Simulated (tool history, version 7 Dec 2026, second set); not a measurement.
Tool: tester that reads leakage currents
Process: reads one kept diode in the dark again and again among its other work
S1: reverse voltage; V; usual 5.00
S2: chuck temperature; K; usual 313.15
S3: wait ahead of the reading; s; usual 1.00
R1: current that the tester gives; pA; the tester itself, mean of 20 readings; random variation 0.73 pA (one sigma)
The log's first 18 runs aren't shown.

Run 19, day 20.329: usual settings but S1 1.26 V, S3 0.42 s. Result: R1 153.73 pA.
Run 20, day 21.854: usual settings but S1 19.33 V, S2 328.15 K, S3 8.71 s. Result: R1 1327.74 pA.
Run 21, day 23.042: usual settings but S1 4.61 V, S2 299.15 K, S3 0.79 s. Result: R1 95.53 pA.
Run 22, day 24.175: usual settings but S1 4.66 V, S2 319.15 K, S3 1.71 s. Result: R1 404.82 pA.
Run 23, day 25.738: usual settings but S1 4.66 V, S2 319.15 K, S3 1.71 s. Result: R1 404.90 pA.
Run 24, day 26.512: usual settings but S1 4.66 V, S2 321.15 K, S3 3.20 s. Result: R1 463.35 pA.
Run 25, day 28.033: usual settings but S1 4.66 V, S2 321.15 K, S3 3.20 s. Result: R1 464.92 pA.
Run 26, day 28.942: usual settings but S3 8.49 s. Result: R1 275.81 pA.
Run 27, day 29.921: usual settings but S3 8.87 s. Result: R1 276.72 pA.
At day 30.579: chuck's temperature calibrated.
Run 28, day 30.771: usual settings but S3 8.87 s. Result: R1 247.19 pA.
Run 29, day 31.988: usual settings but S3 8.87 s. Result: R1 247.35 pA.
Run 30, day 32.933: usual settings but S1 12.22 V, S3 2.82 s. Result: R1 361.34 pA.
Run 31, day 34.467: usual settings but S1 5.44 V, S2 330.15 K, S3 3.48 s. Result: R1 810.64 pA.
Run 32, day 35.496: usual settings but S1 5.44 V, S2 330.15 K, S3 3.48 s. Result: R1 816.40 pA.
Run 33, day 36.721: usual settings but S1 3.34 V, S2 304.15 K, S3 6.67 s. Result: R1 109.47 pA.
Run 34, day 37.588: usual settings but S1 8.94 V, S3 7.05 s. Result: R1 319.71 pA.
Run 35, day 38.725: usual settings but S1 8.94 V, S2 296.15 K, S3 7.05 s. Result: R1 91.33 pA.

Forecast each of these 3 alternatives for the next run:
Run A, day 40.150: usual settings but S3 2.94 s. Result: R1 ?.
Run B, day 40.150: usual settings but S1 1.95 V, S3 0.88 s. Result: R1 ?.
Run C, day 40.150: usual settings but S1 8.94 V, S2 296.15 K, S3 0.92 s. Result: R1 ?.

run      R1
  A  251.14
  B  169.31
  C   93.12
Without the tool's hidden state the same runs would have given:
run      R1
  A  242.57
  B  164.23
  C   86.26
